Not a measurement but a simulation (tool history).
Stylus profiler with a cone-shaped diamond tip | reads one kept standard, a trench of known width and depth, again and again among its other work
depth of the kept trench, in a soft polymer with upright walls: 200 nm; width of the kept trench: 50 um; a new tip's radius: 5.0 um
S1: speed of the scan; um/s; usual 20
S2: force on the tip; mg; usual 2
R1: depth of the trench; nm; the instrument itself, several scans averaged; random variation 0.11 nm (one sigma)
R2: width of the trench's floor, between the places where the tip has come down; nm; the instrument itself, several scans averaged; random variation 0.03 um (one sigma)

run	hour	S1	S2	R1	R2
1	0	20	2	201.34	47100
2	9.7	20	2	201.15	47060
3	23.1	20	3.43	201.66	47060
4	37.7	20	3.43	201.57	47030
5	52.5	20	3.43	201.55	47030
6	63.8	20	2	201.15	47000
7	70.7	20	2	201.3	47060
8	81.1	20	2	201.27	47000
9	90.3	20	2	201.04	47050
10	102.3	20	2	201.39	47020
11	117.4	20	2	201.2	47060
# hour 118.9: height scale calibrated on a step standard
12	132.8	20	2	201.49	47030
13	145.1	34	3.9	202.04	47010
14	157.1	34	3.9	202.07	47020
15	163.6	66	0.77	200.87	46620
16	173	6	4.91	202.17	47040
17	180.2	20	3.1	201.67	47000
18	193.7	20	2.33	201.25	46980
# hour 203.5: height scale calibrated on a step standard, once more
19	204.2	20	2.33	201.17	46960
20	215.3	20	5.94	202.11	47020
21	225	20	5.94	201.94	46980
22	239.2	27	2.23	201.03	46940
23	246.8	38	2	201.09	46910

4 ways to go on from here, each from the tool as it stands after run 23. What would each give?
A	253.6	32	2.31	?	?
B	253.6	35	3.73	?	?
C	253.6	73	3.68	?	?
D	253.6	20	1.44	?	?

run	R1	R2
A	201.08	46930
B	201.56	46970
C	201.66	46800
D	200.85	46940
Without the tool's hidden state the same runs would have given:
run	R1	R2
A	201.08	47080
B	201.56	47110
C	201.66	46940
D	200.85	47080

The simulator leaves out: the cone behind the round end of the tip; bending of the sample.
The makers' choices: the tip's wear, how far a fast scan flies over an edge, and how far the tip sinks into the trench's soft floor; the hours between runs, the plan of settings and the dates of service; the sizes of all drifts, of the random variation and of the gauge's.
